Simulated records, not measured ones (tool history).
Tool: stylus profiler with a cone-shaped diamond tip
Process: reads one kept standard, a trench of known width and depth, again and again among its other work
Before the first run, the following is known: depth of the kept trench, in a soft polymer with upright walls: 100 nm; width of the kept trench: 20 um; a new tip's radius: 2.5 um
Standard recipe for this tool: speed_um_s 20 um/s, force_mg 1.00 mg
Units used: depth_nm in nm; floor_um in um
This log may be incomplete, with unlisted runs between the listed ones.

| run | day | speed_um_s | force_mg | depth_nm | floor_um |
|---|---|---|---|---|---|
| 1 | 0.000 | 20 | 1.00 | 100.599 | 18.47 |
| 2 | 1.312 | 11 | 1.00 | 100.612 | 18.52 |
| 3 | 2.850 | 20 | 1.90 | 100.971 | 18.49 |
| 4 | 4.358 | 26 | 1.00 | 100.618 | 18.43 |
| 5 | 5.621 | 26 | 1.00 | 100.635 | 18.37 |
| 6 | 7.479 | 20 | 1.00 | 100.609 | 18.40 |
| 7 | 9.767 | 20 | 1.00 | 100.631 | 18.49 |
| 8 | 10.896 | 20 | 1.00 | 100.623 | 18.46 |
| 9 | 11.908 | 20 | 1.00 | 100.604 | 18.46 |
| 10 | 13.262 | 32 | 2.54 | 101.152 | 18.45 |
| 11 | 14.817 | 20 | 0.81 | 100.540 | 18.45 |
| 12 | 16.283 | 15 | 1.74 | 100.907 | 18.50 |
| 13 | 17.783 | 9 | 0.50 | 100.397 | 18.60 |
| 14 | 19.975 | 8 | 0.77 | 100.516 | 18.53 |
| 15 | 21.183 | 25 | 1.17 | 100.698 | 18.46 |
| 16 | 22.967 | 5 | 2.05 | 101.004 | 18.57 |
| 17 | 24.067 | 8 | 2.94 | 101.272 | 18.56 |
| 18 | 26.154 | 29 | 2.19 | 101.060 | 18.46 |

Missing from the log above: 1 entry noted between runs. For each, name the pair of listed runs it sits between and say how the tool's hidden condition differs from the listed run just before to the listed run just after:
After run 17, before run 18: height scale calibrated on a step standard (day 25.954)
  height scale over the true one, %: -0.006 -> -0.001

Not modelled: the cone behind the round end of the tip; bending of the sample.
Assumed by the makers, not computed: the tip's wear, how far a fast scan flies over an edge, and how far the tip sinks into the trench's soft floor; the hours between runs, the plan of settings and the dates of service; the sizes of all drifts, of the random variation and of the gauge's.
